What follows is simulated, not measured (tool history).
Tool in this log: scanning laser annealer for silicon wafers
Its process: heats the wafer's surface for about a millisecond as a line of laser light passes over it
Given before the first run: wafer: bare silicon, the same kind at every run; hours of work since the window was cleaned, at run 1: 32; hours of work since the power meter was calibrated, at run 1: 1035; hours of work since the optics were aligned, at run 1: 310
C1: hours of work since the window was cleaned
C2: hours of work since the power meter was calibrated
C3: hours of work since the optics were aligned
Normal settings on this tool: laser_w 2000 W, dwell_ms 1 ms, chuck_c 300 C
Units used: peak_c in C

run 1 hour=0 | laser_w=2000 dwell_ms=1 chuck_c=300 | C1=32 C2=1035 C3=310 | peak_c=1058
run 2 hour=48.8 | laser_w=2000 dwell_ms=1 chuck_c=300 | C1=69 C2=1073 C3=348 | peak_c=1054
run 3 hour=82.1 | laser_w=2000 dwell_ms=1 chuck_c=300 | C1=95 C2=1098 C3=373 | peak_c=1052
run 4 hour=111.2 | laser_w=2000 dwell_ms=1 chuck_c=300 | C1=118 C2=1121 C3=396 | peak_c=1054
run 5 hour=133.3 | laser_w=2000 dwell_ms=1 chuck_c=300 | C1=135 C2=1138 C3=413 | peak_c=1051
-- hour=142.8 optics aligned, line set to its width
run 6 hour=183.8 | laser_w=2000 dwell_ms=1 chuck_c=275 | C1=170 C2=1173 C3=32 | peak_c=1023
run 7 hour=224 | laser_w=2000 dwell_ms=1 chuck_c=275 | C1=201 C2=1205 C3=63 | peak_c=1020
run 8 hour=244.5 | laser_w=2067 dwell_ms=1 chuck_c=300 | C1=217 C2=1220 C3=79 | peak_c=1075
run 9 hour=270 | laser_w=2067 dwell_ms=1 chuck_c=300 | C1=237 C2=1240 C3=98 | peak_c=1078
run 10 hour=304.9 | laser_w=1758 dwell_ms=0.79 chuck_c=275 | C1=264 C2=1267 C3=125 | peak_c=852
run 11 hour=346.6 | laser_w=1722 dwell_ms=0.9 chuck_c=331 | C1=296 C2=1299 C3=158 | peak_c=929
-- hour=376.2 optics aligned, line set to its width, once more
run 12 hour=376.4 | laser_w=1722 dwell_ms=1.14 chuck_c=331 | C1=315 C2=1319 C3=0 | peak_c=1000
run 13 hour=416.9 | laser_w=2026 dwell_ms=1.1 chuck_c=306 | C1=347 C2=1350 C3=32 | peak_c=1098
run 14 hour=444.4 | laser_w=2046 dwell_ms=1.1 chuck_c=312 | C1=368 C2=1371 C3=53 | peak_c=1111

Predict each of these 4 candidate next runs independently; none follows another, all start after run 14:
run A hour=489.2 | laser_w=1840 dwell_ms=0.78 chuck_c=312 | C1=403 C2=1406 C3=88 | peak_c=?
run B hour=489.2 | laser_w=2057 dwell_ms=0.91 chuck_c=275 | C1=403 C2=1406 C3=88 | peak_c=?
run C hour=489.2 | laser_w=2046 dwell_ms=1.1 chuck_c=311 | C1=403 C2=1406 C3=88 | peak_c=?
run D hour=489.2 | laser_w=1738 dwell_ms=0.84 chuck_c=305 | C1=403 C2=1406 C3=88 | peak_c=?

run=A peak_c=916
run=B peak_c=1011
run=C peak_c=1107
run=D peak_c=891
Without the tool's unlogged condition, the same runs would have read:
run=A peak_c=931
run=B peak_c=1028
run=C peak_c=1126
run=D peak_c=905
